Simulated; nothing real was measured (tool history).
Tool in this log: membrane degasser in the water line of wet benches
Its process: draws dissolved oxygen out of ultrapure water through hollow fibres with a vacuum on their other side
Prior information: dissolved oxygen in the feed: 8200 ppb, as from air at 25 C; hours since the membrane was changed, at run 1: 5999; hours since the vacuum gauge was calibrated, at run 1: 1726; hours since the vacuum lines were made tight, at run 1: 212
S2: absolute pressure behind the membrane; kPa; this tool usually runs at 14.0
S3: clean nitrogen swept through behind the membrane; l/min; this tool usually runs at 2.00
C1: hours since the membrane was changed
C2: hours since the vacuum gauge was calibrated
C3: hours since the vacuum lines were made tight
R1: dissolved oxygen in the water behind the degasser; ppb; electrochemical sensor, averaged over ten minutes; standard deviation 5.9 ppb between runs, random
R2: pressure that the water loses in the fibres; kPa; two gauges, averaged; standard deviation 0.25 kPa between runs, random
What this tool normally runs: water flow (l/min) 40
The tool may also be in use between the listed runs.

{"run": 1, "day": 0.0, "water flow (l/min)": 40, "S2": 14.0, "S3": 2.0, "C1": 5999, "C2": 1726, "C3": 212, "R1": 746.6, "R2": 64.63}
{"run": 2, "day": 6.096, "water flow (l/min)": 28, "S2": 14.0, "S3": 2.0, "C1": 6146, "C2": 1872, "C3": 358, "R1": 471.7, "R2": 45.81}
{"run": 3, "day": 13.188, "water flow (l/min)": 28, "S2": 14.0, "S3": 2.0, "C1": 6316, "C2": 2042, "C3": 528, "R1": 470.3, "R2": 45.77}
{"run": 4, "day": 22.838, "water flow (l/min)": 28, "S2": 14.0, "S3": 2.0, "C1": 6547, "C2": 2274, "C3": 760, "R1": 470.2, "R2": 45.3}
{"run": 5, "day": 30.712, "water flow (l/min)": 28, "S2": 14.0, "S3": 2.0, "C1": 6736, "C2": 2463, "C3": 949, "R1": 479.1, "R2": 45.44}
{"run": 6, "day": 35.488, "water flow (l/min)": 40, "S2": 14.0, "S3": 2.0, "C1": 6851, "C2": 2578, "C3": 1063, "R1": 745.2, "R2": 64.96}
{"run": 7, "day": 40.917, "water flow (l/min)": 40, "S2": 14.0, "S3": 2.0, "C1": 6981, "C2": 2708, "C3": 1194, "R1": 744.0, "R2": 65.12}
{"run": 8, "day": 50.138, "water flow (l/min)": 40, "S2": 14.0, "S3": 2.0, "C1": 7203, "C2": 2929, "C3": 1415, "R1": 743.8, "R2": 65.19}
{"run": 9, "day": 56.8, "water flow (l/min)": 40, "S2": 14.0, "S3": 2.0, "C1": 7362, "C2": 3089, "C3": 1575, "R1": 748.2, "R2": 64.52}
{"run": 10, "day": 65.888, "water flow (l/min)": 40, "S2": 14.0, "S3": 2.0, "C1": 7580, "C2": 3307, "C3": 1793, "R1": 753.7, "R2": 64.51}
{"run": 11, "day": 73.533, "water flow (l/min)": 40, "S2": 12.9, "S3": 2.0, "C1": 7764, "C2": 3491, "C3": 1976, "R1": 713.8, "R2": 64.36}
{"run": 12, "day": 82.546, "water flow (l/min)": 40, "S2": 12.9, "S3": 2.0, "C1": 7980, "C2": 3707, "C3": 2193, "R1": 701.1, "R2": 64.5}
{"run": 13, "day": 88.933, "water flow (l/min)": 40, "S2": 14.0, "S3": 2.0, "C1": 8134, "C2": 3860, "C3": 2346, "R1": 739.7, "R2": 63.98}
{"run": 14, "day": 95.267, "water flow (l/min)": 40, "S2": 14.0, "S3": 2.0, "C1": 8286, "C2": 4012, "C3": 2498, "R1": 751.3, "R2": 64.09}
{"run": 15, "day": 104.254, "water flow (l/min)": 40, "S2": 14.0, "S3": 2.0, "C1": 8501, "C2": 4228, "C3": 2714, "R1": 756.8, "R2": 64.34}
{"run": 16, "day": 108.912, "water flow (l/min)": 40, "S2": 14.0, "S3": 2.0, "C1": 8613, "C2": 4340, "C3": 2826, "R1": 747.0, "R2": 64.39}
{"run": 17, "day": 116.321, "water flow (l/min)": 27, "S2": 14.0, "S3": 2.61, "C1": 8791, "C2": 4518, "C3": 3003, "R1": 384.6, "R2": 43.21}

What does the tool deliver on the next run?
{"run": 18, "day": 120.733, "water flow (l/min)": 64, "S2": 14.0, "S3": 4.07, "C1": 8897, "C2": 4624, "C3": 3109, "R1": "?", "R2": "?"}

{"run 18": {"R1": 1056.4, "R2": 101.52}}
Were there no unlogged condition in the tool, this run, its random variation unchanged, would have produced R1 1054.2 ppb, R2 103.65 kPa.
